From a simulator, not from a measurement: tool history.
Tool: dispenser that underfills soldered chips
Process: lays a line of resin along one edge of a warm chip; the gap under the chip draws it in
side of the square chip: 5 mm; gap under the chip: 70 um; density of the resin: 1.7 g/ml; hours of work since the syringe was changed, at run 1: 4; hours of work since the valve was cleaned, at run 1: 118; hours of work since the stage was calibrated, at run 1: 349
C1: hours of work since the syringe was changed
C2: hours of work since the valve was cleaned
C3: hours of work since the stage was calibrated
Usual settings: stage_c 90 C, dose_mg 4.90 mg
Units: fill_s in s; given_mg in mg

run 1 day=0.000 | stage_c=90 dose_mg=4.90 | C1=4 C2=118 C3=349 | fill_s=11.3 given_mg=4.54
-- day=0.100 new syringe of resin
-- day=0.467 new syringe of resin
run 2 day=0.525 | stage_c=89 dose_mg=4.90 | C1=1 C2=127 C3=357 | fill_s=10.2 given_mg=4.50
-- day=0.838 new syringe of resin
-- day=0.971 dispensing valve cleaned and set on the balance
run 3 day=0.992 | stage_c=89 dose_mg=4.90 | C1=2 C2=0 C3=364 | fill_s=10.7 given_mg=4.91
-- day=1.246 new syringe of resin
run 4 day=1.479 | stage_c=89 dose_mg=4.90 | C1=4 C2=8 C3=372 | fill_s=11.5 given_mg=4.90
-- day=1.596 new syringe of resin
run 5 day=1.867 | stage_c=89 dose_mg=4.90 | C1=5 C2=15 C3=379 | fill_s=11.8 given_mg=4.87
-- day=1.942 new syringe of resin
-- day=2.283 new syringe of resin
run 6 day=2.283 | stage_c=90 dose_mg=4.90 | C1=0 C2=21 C3=385 | fill_s=9.3 given_mg=4.86
-- day=2.625 new syringe of resin
run 7 day=2.871 | stage_c=90 dose_mg=4.46 | C1=4 C2=31 C3=395 | fill_s=11.1 given_mg=4.38
-- day=2.971 new syringe of resin
-- day=3.317 new syringe of resin
run 8 day=3.517 | stage_c=90 dose_mg=4.90 | C1=3 C2=42 C3=406 | fill_s=10.5 given_mg=4.78
-- day=3.650 new syringe of resin
-- day=3.983 new syringe of resin
run 9 day=4.033 | stage_c=90 dose_mg=4.90 | C1=1 C2=50 C3=414 | fill_s=9.2 given_mg=4.71
-- day=4.321 new syringe of resin
run 10 day=4.508 | stage_c=90 dose_mg=4.90 | C1=3 C2=58 C3=422 | fill_s=10.4 given_mg=4.73
-- day=4.671 new syringe of resin
-- day=5.025 new syringe of resin
run 11 day=5.146 | stage_c=90 dose_mg=4.90 | C1=2 C2=69 C3=432 | fill_s=9.8 given_mg=4.70
-- day=5.404 new syringe of resin
run 12 day=5.525 | stage_c=90 dose_mg=4.90 | C1=2 C2=75 C3=439 | fill_s=9.3 given_mg=4.67
-- day=5.762 new syringe of resin
run 13 day=5.975 | stage_c=90 dose_mg=4.90 | C1=4 C2=82 C3=446 | fill_s=10.6 given_mg=4.67
-- day=6.088 new syringe of resin
run 14 day=6.350 | stage_c=90 dose_mg=5.60 | C1=5 C2=88 C3=452 | fill_s=10.8 given_mg=5.29
-- day=6.462 new syringe of resin
run 15 day=6.746 | stage_c=77 dose_mg=4.90 | C1=5 C2=95 C3=459 | fill_s=20.4 given_mg=4.61
-- day=6.817 new syringe of resin
-- day=7.158 new syringe of resin
run 16 day=7.367 | stage_c=77 dose_mg=4.90 | C1=4 C2=105 C3=469 | fill_s=19.1 given_mg=4.59
-- day=7.496 new syringe of resin
-- day=7.846 new syringe of resin
run 17 day=8.029 | stage_c=77 dose_mg=4.90 | C1=3 C2=116 C3=480 | fill_s=19.4 given_mg=4.56
-- day=8.179 new syringe of resin
-- day=8.512 new syringe of resin
run 18 day=8.633 | stage_c=93 dose_mg=5.06 | C1=2 C2=126 C3=490 | fill_s=8.5 given_mg=4.66
-- day=8.838 new syringe of resin
-- day=9.125 dispensing valve cleaned and set on the balance
run 19 day=9.154 | stage_c=97 dose_mg=5.27 | C1=5 C2=1 C3=498 | fill_s=7.9 given_mg=5.25
-- day=9.233 new syringe of resin
-- day=9.567 new syringe of resin
run 20 day=9.717 | stage_c=97 dose_mg=5.27 | C1=3 C2=10 C3=507 | fill_s=6.6 given_mg=5.23
-- day=9.917 new syringe of resin
-- day=10.254 new syringe of resin
run 21 day=10.254 | stage_c=89 dose_mg=4.33 | C1=0 C2=18 C3=515 | fill_s=9.5 given_mg=4.29
-- day=10.638 new syringe of resin
-- day=10.971 new syringe of resin
run 22 day=10.971 | stage_c=90 dose_mg=5.24 | C1=0 C2=30 C3=527 | fill_s=8.6 given_mg=5.16
-- day=11.296 new syringe of resin
-- day=11.629 new syringe of resin
run 23 day=11.629 | stage_c=98 dose_mg=6.07 | C1=0 C2=41 C3=538 | fill_s=6.7 given_mg=5.90
-- day=11.979 new syringe of resin
run 24 day=12.075 | stage_c=79 dose_mg=5.83 | C1=2 C2=48 C3=545 | fill_s=15.4 given_mg=5.65
-- day=12.317 new syringe of resin
run 25 day=12.429 | stage_c=79 dose_mg=5.83 | C1=2 C2=54 C3=551 | fill_s=15.6 given_mg=5.61
-- day=12.667 new syringe of resin
-- day=13.017 new syringe of resin
run 26 day=13.042 | stage_c=76 dose_mg=4.90 | C1=0 C2=64 C3=561 | fill_s=17.0 given_mg=4.71
-- day=13.371 new syringe of resin
run 27 day=13.371 | stage_c=76 dose_mg=4.90 | C1=0 C2=69 C3=567 | fill_s=16.4 given_mg=4.65
-- day=13.729 new syringe of resin
run 28 day=13.775 | stage_c=90 dose_mg=6.21 | C1=1 C2=76 C3=573 | fill_s=8.9 given_mg=5.89
-- day=14.067 new syringe of resin
run 29 day=14.292 | stage_c=90 dose_mg=6.21 | C1=4 C2=85 C3=582 | fill_s=9.5 given_mg=5.86
-- day=14.438 new syringe of resin
run 30 day=14.596 | stage_c=90 dose_mg=6.21 | C1=3 C2=90 C3=587 | fill_s=9.6 given_mg=5.83
-- day=14.796 new syringe of resin
run 31 day=15.033 | stage_c=86 dose_mg=5.17 | C1=4 C2=97 C3=594 | fill_s=11.7 given_mg=4.83
-- day=15.125 new syringe of resin
-- day=15.450 new syringe of resin
run 32 day=15.746 | stage_c=85 dose_mg=5.93 | C1=5 C2=109 C3=606 | fill_s=13.6 given_mg=5.53
-- day=15.796 new syringe of resin
-- day=16.133 new syringe of resin
run 33 day=16.250 | stage_c=92 dose_mg=4.71 | C1=2 C2=117 C3=614 | fill_s=8.8 given_mg=4.36

Some steps in fill_s between neighbouring runs. How much of each would the tool show without its hidden state too (settings, what came in, random variation), and how much is left for the hidden state, with any gauge scatter that isn't in both results?
The hidden state here: resin's viscosity, % of fresh resin's; dose that the valve gives, % of what is set; true chip temperature over the reading, C; drift of the gauge itself on fill_s, %; drift of the gauge itself on given_mg, %.
Run 5 -> 6: stage_c 89 -> 90, new syringe of resin, new syringe of resin. fill_s -2.5 s: hidden state -2.5, all else +0.0.
Run 6 -> 7: dose_mg 4.90 -> 4.46, new syringe of resin. fill_s +1.8 s: hidden state +2.1, all else -0.3.
Run 14 -> 15: stage_c 90 -> 77, dose_mg 5.60 -> 4.90, new syringe of resin. fill_s +9.6 s: hidden state +0.6, all else +9.0.
Run 17 -> 18: stage_c 77 -> 93, dose_mg 4.90 -> 5.06, new syringe of resin, new syringe of resin. fill_s -10.9 s: hidden state -0.8, all else -10.1.
Run 23 -> 24: stage_c 98 -> 79, dose_mg 6.07 -> 5.83, new syringe of resin. fill_s +8.7 s: hidden state -0.8, all else +9.5.
Run 27 -> 28: stage_c 76 -> 90, dose_mg 4.90 -> 6.21, new syringe of resin. fill_s -7.5 s: hidden state +2.4, all else -9.9.
